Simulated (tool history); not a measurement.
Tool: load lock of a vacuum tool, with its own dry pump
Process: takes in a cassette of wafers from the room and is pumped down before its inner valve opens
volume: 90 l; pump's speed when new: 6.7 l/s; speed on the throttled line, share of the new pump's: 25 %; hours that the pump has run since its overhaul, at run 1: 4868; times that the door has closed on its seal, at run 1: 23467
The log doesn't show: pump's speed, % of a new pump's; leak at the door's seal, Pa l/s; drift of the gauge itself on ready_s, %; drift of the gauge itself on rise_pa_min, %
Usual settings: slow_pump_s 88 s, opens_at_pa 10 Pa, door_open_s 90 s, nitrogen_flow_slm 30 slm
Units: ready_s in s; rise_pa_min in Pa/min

| run | hour | slow_pump_s | opens_at_pa | door_open_s | nitrogen_flow_slm | hours that the pump has run since its overhaul | times that the door has closed on its seal | incoming humidity of the room's air, % | ready_s | rise_pa_min |
|---|---|---|---|---|---|---|---|---|---|---|
| 1 | 0.0 | 88 | 10 | 90 | 30 | 4868 | 23467 | 42.2 | 195.2 | 0.201 |
| 2 | 433.3 | 88 | 10 | 90 | 30 | 5301 | 24742 | 41.4 | 195.1 | 0.215 |
| 3 | 667.2 | 88 | 10 | 90 | 30 | 5535 | 25431 | 47.8 | 194.5 | 0.219 |
| 4 | 973.6 | 88 | 10 | 90 | 30 | 5841 | 26333 | 45.8 | 194.0 | 0.237 |
| 5 | 1433.0 | 88 | 10 | 90 | 30 | 6301 | 27685 | 47.1 | 195.3 | 0.257 |
| 6 | 1706.6 | 88 | 10 | 90 | 30 | 6574 | 28491 | 41.9 | 197.3 | 0.260 |
| 7 | 1952.4 | 88 | 9 | 90 | 30 | 6820 | 29214 | 44.9 | 199.4 | 0.267 |
| 8 | 2321.1 | 88 | 19 | 90 | 30 | 7189 | 30300 | 47.2 | 189.9 | 0.281 |
| 9 | 2685.1 | 77 | 11 | 178 | 13 | 7553 | 31371 | 44.4 | 188.4 | 0.311 |
| 10 | 2936.4 | 92 | 10 | 179 | 21 | 7804 | 32111 | 45.0 | 202.1 | 0.314 |
| 11 | 3260.2 | 107 | 7 | 36 | 31 | 8128 | 33064 | 41.7 | 216.8 | 0.295 |
| 12 | 3467.3 | 110 | 11 | 36 | 4 | 8335 | 33674 | 43.3 | 214.6 | 0.325 |
| 13 | 3780.9 | 88 | 13 | 90 | 5 | 8649 | 34597 | 44.8 | 192.2 | 0.344 |
| 14 | 4085.5 | 48 | 13 | 90 | 38 | 8953 | 35494 | 47.2 | 167.9 | 0.339 |
| 15 | 4518.0 | 126 | 19 | 178 | 37 | 9386 | 36767 | 46.7 | 217.7 | 0.374 |

5 ways to go on from here, each from the tool as it stands after run 15. What would each give?
| A | 4833.2 | 52 | 19 | 89 | 37 | 9701 | 37695 | 45.9 | ? | ? |
| B | 4833.2 | 126 | 10 | 178 | 37 | 9701 | 37695 | 47.1 | ? | ? |
| C | 4833.2 | 78 | 9 | 218 | 37 | 9701 | 37695 | 43.4 | ? | ? |
| D | 4833.2 | 124 | 15 | 90 | 17 | 9701 | 37695 | 45.1 | ? | ? |
| E | 4833.2 | 88 | 7 | 151 | 19 | 9701 | 37695 | 47.6 | ? | ? |

| run | ready_s | rise_pa_min |
|---|---|---|
| A | 164.7 | 0.381 |
| B | 226.4 | 0.379 |
| C | 196.5 | 0.388 |
| D | 221.2 | 0.378 |
| E | 207.3 | 0.391 |
Without the tool's hidden state the same runs would have given:
| run | ready_s | rise_pa_min |
|---|---|---|
| A | 154.3 | 0.024 |
| B | 216.7 | 0.030 |
| C | 185.5 | 0.028 |
| D | 212.2 | 0.024 |
| E | 196.0 | 0.035 |

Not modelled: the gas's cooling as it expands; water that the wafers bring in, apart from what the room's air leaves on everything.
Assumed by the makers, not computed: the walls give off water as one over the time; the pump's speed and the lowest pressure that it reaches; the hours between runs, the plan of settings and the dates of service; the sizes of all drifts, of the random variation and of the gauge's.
